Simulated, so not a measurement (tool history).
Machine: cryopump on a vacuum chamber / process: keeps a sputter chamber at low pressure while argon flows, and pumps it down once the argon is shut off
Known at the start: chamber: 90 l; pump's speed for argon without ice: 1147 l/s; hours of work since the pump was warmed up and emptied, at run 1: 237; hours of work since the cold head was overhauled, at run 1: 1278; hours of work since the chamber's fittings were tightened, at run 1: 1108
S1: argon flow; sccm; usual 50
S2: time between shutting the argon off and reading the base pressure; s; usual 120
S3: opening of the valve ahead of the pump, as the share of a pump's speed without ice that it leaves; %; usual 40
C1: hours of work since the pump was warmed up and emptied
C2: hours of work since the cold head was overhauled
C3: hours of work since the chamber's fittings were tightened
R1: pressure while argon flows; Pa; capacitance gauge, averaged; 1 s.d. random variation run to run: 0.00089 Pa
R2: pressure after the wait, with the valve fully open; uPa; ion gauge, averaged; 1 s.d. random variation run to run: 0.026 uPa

Run 1, hour 0.0: usual settings; C1 237; C2 1278; C3 1108. Result: R1 0.1947 Pa, R2 1.57 uPa.
Run 2, hour 55.1: usual settings; C1 270; C2 1311; C3 1140. Result: R1 0.1983 Pa, R2 1.53 uPa.
Run 3, hour 98.8: usual settings but S2 30 s; C1 296; C2 1337; C3 1166. Result: R1 0.1996 Pa, R2 4.23 uPa.
Run 4, hour 143.9: usual settings but S2 30 s; C1 323; C2 1364; C3 1193. Result: R1 0.1999 Pa, R2 4.26 uPa.
Run 5, hour 197.7: usual settings but S1 35 sccm, S2 30 s; C1 355; C2 1396; C3 1225. Result: R1 0.1412 Pa, R2 4.33 uPa.
Run 6, hour 249.2: usual settings but S1 35 sccm, S2 30 s; C1 385; C2 1427; C3 1256. Result: R1 0.1408 Pa, R2 4.37 uPa.
Run 7, hour 281.8: usual settings but S1 35 sccm, S2 30 s; C1 405; C2 1446; C3 1276. Result: R1 0.1425 Pa, R2 4.37 uPa.
Run 8, hour 340.0: usual settings but S1 99 sccm, S2 40 s, S3 55 %; C1 439; C2 1481; C3 1310. Result: R1 0.3078 Pa, R2 3.38 uPa.
Run 9, hour 369.7: usual settings but S1 66 sccm, S2 39 s, S3 19 %; C1 457; C2 1498; C3 1328. Result: R1 0.5435 Pa, R2 3.54 uPa.
Run 10, hour 400.1: usual settings but S1 66 sccm, S2 39 s, S3 19 %; C1 475; C2 1516; C3 1346. Result: R1 0.5462 Pa, R2 3.50 uPa.
Run 11, hour 434.7: usual settings but S1 64 sccm, S2 65 s, S3 45 %; C1 496; C2 1537; C3 1367. Result: R1 0.2421 Pa, R2 2.51 uPa.
At hour 454.4: pump warmed up, emptied and cooled again.
Run 12, hour 505.9: usual settings but S1 32 sccm, S2 65 s, S3 19 %; C1 31; C2 1576; C3 1406. Result: R1 0.2527 Pa, R2 2.40 uPa.
Run 13, hour 541.5: usual settings but S1 82 sccm, S2 184 s, S3 36 %; C1 52; C2 1598; C3 1427. Result: R1 0.3417 Pa, R2 1.28 uPa.

Below are 4 alternative next runs, each starting from the tool's condition after run 13. Predict each:
Run A, hour 607.1: usual settings but S1 21 sccm, S3 22 %; C1 91; C2 1637; C3 1466. Result: R1 ?, R2 ?.
Run B, hour 607.1: usual settings but S1 84 sccm, S2 32 s; C1 91; C2 1637; C3 1466. Result: R1 ?, R2 ?.
Run C, hour 607.1: usual settings but S1 26 sccm; C1 91; C2 1637; C3 1466. Result: R1 ?, R2 ?.
Run D, hour 607.1: usual settings but S3 51 %; C1 91; C2 1637; C3 1466. Result: R1 ?, R2 ?.

run      R1    R2
  A  0.1432  1.59
  B  0.3228  4.00
  C  0.0997  1.61
  D  0.1514  1.64
The same runs, with their run-to-run variation unchanged, on a tool lacking any hidden condition would have given:
run      R1    R2
  A  0.1405  1.12
  B  0.3120  3.52
  C  0.0964  1.13
  D  0.1449  1.15
